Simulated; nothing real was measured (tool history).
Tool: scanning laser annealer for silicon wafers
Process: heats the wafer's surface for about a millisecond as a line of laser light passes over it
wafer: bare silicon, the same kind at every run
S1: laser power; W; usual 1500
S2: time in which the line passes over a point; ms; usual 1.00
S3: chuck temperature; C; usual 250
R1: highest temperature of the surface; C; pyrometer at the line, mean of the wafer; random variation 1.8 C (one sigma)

run,hour,S1,S2,S3,R1
1,0.0,1500,1.00,250,1023
# hour 27.4: window over the wafer cleaned
2,45.6,1293,1.00,250,882
3,80.1,1500,1.05,250,1036
4,138.6,1500,1.05,250,1037
5,186.2,1500,1.00,250,1022
6,239.0,1500,1.00,250,1019
7,305.1,1500,1.00,250,1021
8,353.8,1500,1.00,250,1022
9,405.0,1500,1.00,250,1019
10,483.0,1500,1.16,250,1071
11,541.3,1500,1.00,257,1028
12,601.1,1500,1.00,257,1028
13,650.7,1500,1.00,257,1029
14,696.1,1500,1.00,257,1028
15,748.6,1500,1.00,257,1031
# hour 754.4: window over the wafer cleaned
16,783.4,1500,1.00,257,1027
17,858.4,1500,0.85,250,970
18,908.8,1296,0.90,251,860
19,971.2,1556,1.14,256,1115
20,1045.8,1556,1.14,256,1113
21,1117.3,1500,0.86,241,962
22,1160.0,1500,0.86,241,963
23,1203.1,1479,1.19,238,1053
24,1262.2,1522,1.05,268,1073
# hour 1291.0: optics aligned, line set to its width
25,1319.4,1500,0.87,250,974
26,1372.6,1500,0.87,250,977
27,1449.0,1500,0.87,250,977
# hour 1489.4: window over the wafer cleaned
28,1500.7,1500,0.87,250,976
29,1560.0,1500,0.91,250,992
30,1637.3,1468,0.82,274,961
31,1714.2,1280,1.00,255,878
32,1785.8,1375,0.82,265,896

5 ways to go on from here, each from the tool as it stands after run 32. What would each give?
A,1819.6,1306,0.82,264,?
B,1819.6,1395,1.00,261,?
C,1819.6,1375,0.82,256,?
D,1819.6,1500,1.00,288,?
E,1819.6,1375,0.82,258,?

run,R1
A,850
B,962
C,883
D,1060
E,888
Without the tool's hidden state the same runs would have given:
run,R1
A,851
B,963
C,884
D,1060
E,888

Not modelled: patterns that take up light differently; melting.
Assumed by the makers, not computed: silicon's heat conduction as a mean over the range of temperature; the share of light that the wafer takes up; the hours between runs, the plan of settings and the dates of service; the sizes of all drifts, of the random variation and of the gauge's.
